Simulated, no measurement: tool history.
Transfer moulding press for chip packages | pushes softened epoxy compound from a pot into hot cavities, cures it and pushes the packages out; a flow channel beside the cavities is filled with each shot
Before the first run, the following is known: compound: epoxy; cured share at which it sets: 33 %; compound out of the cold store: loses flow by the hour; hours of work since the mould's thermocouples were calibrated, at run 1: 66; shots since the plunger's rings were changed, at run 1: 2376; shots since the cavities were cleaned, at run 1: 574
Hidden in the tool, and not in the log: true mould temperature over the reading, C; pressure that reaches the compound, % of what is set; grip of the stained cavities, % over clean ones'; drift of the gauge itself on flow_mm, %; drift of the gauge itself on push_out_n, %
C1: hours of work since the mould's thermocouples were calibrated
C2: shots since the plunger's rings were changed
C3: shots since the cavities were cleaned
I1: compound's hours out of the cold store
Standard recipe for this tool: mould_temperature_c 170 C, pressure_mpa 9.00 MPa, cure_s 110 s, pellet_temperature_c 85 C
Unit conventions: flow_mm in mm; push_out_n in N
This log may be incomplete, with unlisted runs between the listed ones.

Run 1, day 0.000: usual settings; C1 66; C2 2376; C3 574; I1 46.6. Result: flow_mm 534 mm, push_out_n 529 N.
At day 0.354: cavities cleaned with cleaning compound and waxed.
Run 2, day 2.004: usual settings; C1 89; C2 2779; C3 342; I1 41.8. Result: flow_mm 538 mm, push_out_n 519 N.
At day 3.404: cavities cleaned with cleaning compound and waxed.
Run 3, day 4.588: usual settings but cure_s 122 s; C1 118; C2 3301; C3 245; I1 47.7. Result: flow_mm 528 mm, push_out_n 449 N.
At day 6.450: cavities cleaned with cleaning compound and waxed.
Run 4, day 7.696: usual settings; C1 153; C2 3933; C3 258; I1 27.5. Result: flow_mm 567 mm, push_out_n 530 N.
At day 8.096: plunger's sealing rings changed.
At day 9.604: cavities cleaned with cleaning compound and waxed.
Run 5, day 10.358: usual settings; C1 183; C2 456; C3 156; I1 22.2. Result: flow_mm 579 mm, push_out_n 525 N.
At day 12.758: cavities cleaned with cleaning compound and waxed.
Run 6, day 12.921: usual settings but mould_temperature_c 175 C, pressure_mpa 9.19 MPa; C1 212; C2 974; C3 33; I1 17.7. Result: flow_mm 586 mm, push_out_n 466 N.
Run 7, day 15.262: usual settings; C1 239; C2 1460; C3 519; I1 40.2. Result: flow_mm 542 mm, push_out_n 530 N.
At day 15.767: cavities cleaned with cleaning compound and waxed.
Run 8, day 17.696: usual settings but mould_temperature_c 168 C; C1 267; C2 1952; C3 401; I1 16.1. Result: flow_mm 598 mm, push_out_n 597 N.
At day 18.762: cavities cleaned with cleaning compound and waxed.
Run 9, day 20.833: usual settings but mould_temperature_c 176 C, pressure_mpa 7.56 MPa, cure_s 97 s, pellet_temperature_c 76 C; C1 302; C2 2589; C3 430; I1 43.7. Result: flow_mm 480 mm, push_out_n 479 N.
At day 21.883: cavities cleaned with cleaning compound and waxed.
Run 10, day 23.325: usual settings but cure_s 94 s; C1 331; C2 3093; C3 299; I1 24.0. Result: flow_mm 576 mm, push_out_n 705 N.

Across each entry between runs, compare the hidden state at the last listed run before it with the hidden state at the first listed run after it:
Logged between run 1 and run 2: cavities cleaned with cleaning compound and waxed (day 0.354)
  pressure that reaches the compound, % of what is set: 99.86 -> 99.83; grip of the stained cavities, % over clean ones': 1 -> 0.7
Logged between run 2 and run 3: cavities cleaned with cleaning compound and waxed (day 3.404)
  pressure that reaches the compound, % of what is set: 99.83 -> 99.8; grip of the stained cavities, % over clean ones': 0.7 -> 0.6
Logged between run 3 and run 4: cavities cleaned with cleaning compound and waxed (day 6.450)
  true mould temperature over the reading, C: 0 -> -0.01; pressure that reaches the compound, % of what is set: 99.8 -> 99.77
Logged between run 4 and run 5: plunger's sealing rings changed (day 8.096); cavities cleaned with cleaning compound and waxed (day 9.604)
  pressure that reaches the compound, % of what is set: 99.77 -> 99.97; grip of the stained cavities, % over clean ones': 0.6 -> 0.5
Logged between run 5 and run 6: cavities cleaned with cleaning compound and waxed (day 12.758)
  pressure that reaches the compound, % of what is set: 99.97 -> 99.94; grip of the stained cavities, % over clean ones': 0.5 -> 0.1
Logged between run 7 and run 8: cavities cleaned with cleaning compound and waxed (day 15.767)
  pressure that reaches the compound, % of what is set: 99.91 -> 99.88; grip of the stained cavities, % over clean ones': 0.9 -> 0.8
Logged between run 8 and run 9: cavities cleaned with cleaning compound and waxed (day 18.762)
  pressure that reaches the compound, % of what is set: 99.88 -> 99.84; grip of the stained cavities, % over clean ones': 0.8 -> 0.9
Logged between run 9 and run 10: cavities cleaned with cleaning compound and waxed (day 21.883)
  pressure that reaches the compound, % of what is set: 99.84 -> 99.81; grip of the stained cavities, % over clean ones': 0.9 -> 0.7
